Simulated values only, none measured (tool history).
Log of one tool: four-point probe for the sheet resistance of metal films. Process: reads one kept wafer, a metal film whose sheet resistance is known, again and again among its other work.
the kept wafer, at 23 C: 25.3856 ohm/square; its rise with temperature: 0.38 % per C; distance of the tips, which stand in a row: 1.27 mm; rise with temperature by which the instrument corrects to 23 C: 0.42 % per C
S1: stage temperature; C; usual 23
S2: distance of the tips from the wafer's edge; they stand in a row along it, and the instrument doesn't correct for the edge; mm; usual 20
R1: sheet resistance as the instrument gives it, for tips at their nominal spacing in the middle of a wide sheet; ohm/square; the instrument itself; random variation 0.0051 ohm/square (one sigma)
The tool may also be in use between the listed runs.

run   hour  S1  S2         R1
  1    0.0  23  20  25.446084
  2   24.3  23  20  25.436908
  3   40.7  23  20  25.436606
  4   53.5  23  20  25.435859
  5   65.6  23  20  25.445735
  6   78.6  23  20  25.430192
  7   99.3  23  20  25.432993
  8  114.5  23  20  25.426256
  9  125.3  23  20  25.431181
 10  142.4  24  20  25.430467
 11  162.9  24  20  25.422189
 12  181.0  24  20  25.420731
 13  205.1  24  20  25.418286
 14  216.8  32  34  25.315253
 15  237.0  32  34  25.312075
 16  250.1  19  20  25.445449
 17  264.0  23  11  25.545787
 18  287.3  23  11  25.547395
 19  306.1  31  52  25.300652
 20  326.7  21  20  25.433230

5 ways to go on from here, each from the tool as it stands after run 20. What would each give?
  A  349.7  24  67   ?
  B  349.7  32  15   ?
  C  349.7  33  15   ?
  D  349.7  25  15   ?
  E  349.7  19   4   ?

run         R1
  A  25.351350
  B  25.381042
  C  25.371642
  D  25.438137
  E  26.698721
Without the tool's hidden state the same runs would have given:
run         R1
  A  25.381291
  B  25.410886
  C  25.401459
  D  25.468157
  E  26.730226
